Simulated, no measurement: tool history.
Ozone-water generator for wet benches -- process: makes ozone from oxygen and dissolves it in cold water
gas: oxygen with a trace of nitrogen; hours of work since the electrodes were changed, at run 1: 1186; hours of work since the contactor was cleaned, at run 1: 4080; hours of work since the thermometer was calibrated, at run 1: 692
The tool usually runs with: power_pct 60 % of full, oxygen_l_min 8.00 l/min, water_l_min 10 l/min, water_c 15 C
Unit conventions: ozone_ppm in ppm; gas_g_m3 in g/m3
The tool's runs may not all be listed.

| run | hour | power_pct | oxygen_l_min | water_l_min | water_c | hours of work since the electrodes were changed | hours of work since the contactor was cleaned | hours of work since the thermometer was calibrated | ozone_ppm | gas_g_m3 |
|---|---|---|---|---|---|---|---|---|---|---|
| 1 | 0.0 | 60 | 8.00 | 10 | 15 | 1186 | 4080 | 692 | 27.2 | 190.4 |
| 2 | 18.3 | 60 | 8.00 | 10 | 15 | 1203 | 4098 | 709 | 27.0 | 191.6 |
| 3 | 37.1 | 60 | 8.00 | 10 | 15 | 1221 | 4115 | 727 | 27.5 | 191.9 |
|  | 43.7 | contactor cleaned |
| 4 | 68.7 | 60 | 8.00 | 10 | 15 | 1247 | 24 | 753 | 28.1 | 189.7 |
| 5 | 84.4 | 60 | 8.00 | 10 | 15 | 1262 | 38 | 768 | 28.2 | 189.5 |
| 6 | 105.7 | 60 | 8.00 | 10 | 15 | 1282 | 58 | 788 | 28.1 | 189.4 |
| 7 | 119.0 | 60 | 8.00 | 10 | 7 | 1294 | 71 | 800 | 33.4 | 190.5 |
| 8 | 150.0 | 77 | 8.00 | 10 | 15 | 1323 | 100 | 829 | 31.8 | 216.3 |
| 9 | 173.5 | 54 | 8.00 | 10 | 15 | 1346 | 122 | 851 | 26.6 | 180.3 |
| 10 | 190.1 | 54 | 8.00 | 10 | 15 | 1361 | 138 | 867 | 26.8 | 180.9 |
| 11 | 216.7 | 54 | 8.00 | 10 | 15 | 1386 | 163 | 892 | 26.7 | 181.2 |
| 12 | 242.4 | 54 | 8.00 | 10 | 15 | 1410 | 187 | 916 | 26.9 | 179.7 |
| 13 | 264.7 | 54 | 8.00 | 10 | 15 | 1431 | 208 | 937 | 26.6 | 178.3 |
| 14 | 280.5 | 54 | 8.00 | 10 | 15 | 1446 | 223 | 952 | 26.6 | 178.6 |
| 15 | 310.2 | 54 | 8.00 | 10 | 15 | 1474 | 251 | 980 | 26.4 | 180.2 |
| 16 | 323.2 | 54 | 8.00 | 10 | 15 | 1487 | 263 | 993 | 26.4 | 179.5 |
| 17 | 339.5 | 60 | 8.00 | 10 | 15 | 1502 | 279 | 1008 | 27.9 | 190.9 |
| 18 | 369.2 | 60 | 8.00 | 10 | 15 | 1530 | 307 | 1036 | 28.0 | 188.6 |
| 19 | 386.5 | 60 | 8.00 | 10 | 15 | 1546 | 323 | 1052 | 28.1 | 189.4 |
| 20 | 413.6 | 60 | 8.00 | 10 | 15 | 1572 | 349 | 1078 | 27.8 | 190.8 |
| 21 | 426.7 | 60 | 9.51 | 14 | 10 | 1584 | 361 | 1090 | 23.1 | 176.0 |
| 22 | 449.7 | 60 | 9.51 | 14 | 8 | 1606 | 383 | 1112 | 23.9 | 173.9 |
| 23 | 482.0 | 57 | 6.66 | 10 | 15 | 1636 | 413 | 1142 | 27.8 | 197.6 |
| 24 | 501.3 | 60 | 8.00 | 12 | 15 | 1654 | 431 | 1160 | 24.4 | 188.7 |
| 25 | 528.1 | 73 | 5.92 | 12 | 10 | 1680 | 456 | 1186 | 29.7 | 238.6 |
| 26 | 541.9 | 96 | 4.98 | 10 | 15 | 1693 | 469 | 1199 | 36.4 | 295.2 |
| 27 | 569.2 | 83 | 12.97 | 7 | 8 | 1718 | 495 | 1224 | 44.8 | 179.7 |
| 28 | 595.0 | 53 | 12.97 | 6 | 8 | 1743 | 519 | 1249 | 38.8 | 142.3 |
| 29 | 618.3 | 60 | 8.00 | 13 | 15 | 1765 | 541 | 1271 | 22.5 | 190.0 |
| 30 | 635.9 | 60 | 8.00 | 13 | 15 | 1781 | 558 | 1287 | 22.7 | 187.9 |
| 31 | 658.2 | 60 | 8.00 | 10 | 11 | 1802 | 579 | 1308 | 30.2 | 187.8 |
| 32 | 682.1 | 60 | 8.00 | 11 | 15 | 1825 | 602 | 1331 | 25.8 | 187.1 |
| 33 | 700.8 | 60 | 8.00 | 11 | 15 | 1842 | 619 | 1348 | 25.8 | 188.2 |

3 ways to go on from here, each from the tool as it stands after run 33. What would each give?
| A | 718.6 | 60 | 8.00 | 13 | 15 | 1859 | 636 | 1365 | ? | ? |
| B | 718.6 | 99 | 8.69 | 16 | 15 | 1859 | 636 | 1365 | ? | ? |
| C | 718.6 | 60 | 8.00 | 10 | 17 | 1859 | 636 | 1365 | ? | ? |

| run | ozone_ppm | gas_g_m3 |
|---|---|---|
| A | 22.7 | 186.6 |
| B | 24.3 | 234.8 |
| C | 26.7 | 186.9 |
Stripped of hidden state, with their random variation kept, the same runs would have yielded:
| run | ozone_ppm | gas_g_m3 |
|---|---|---|
| A | 23.9 | 193.5 |
| B | 25.8 | 245.9 |
| C | 28.0 | 193.8 |
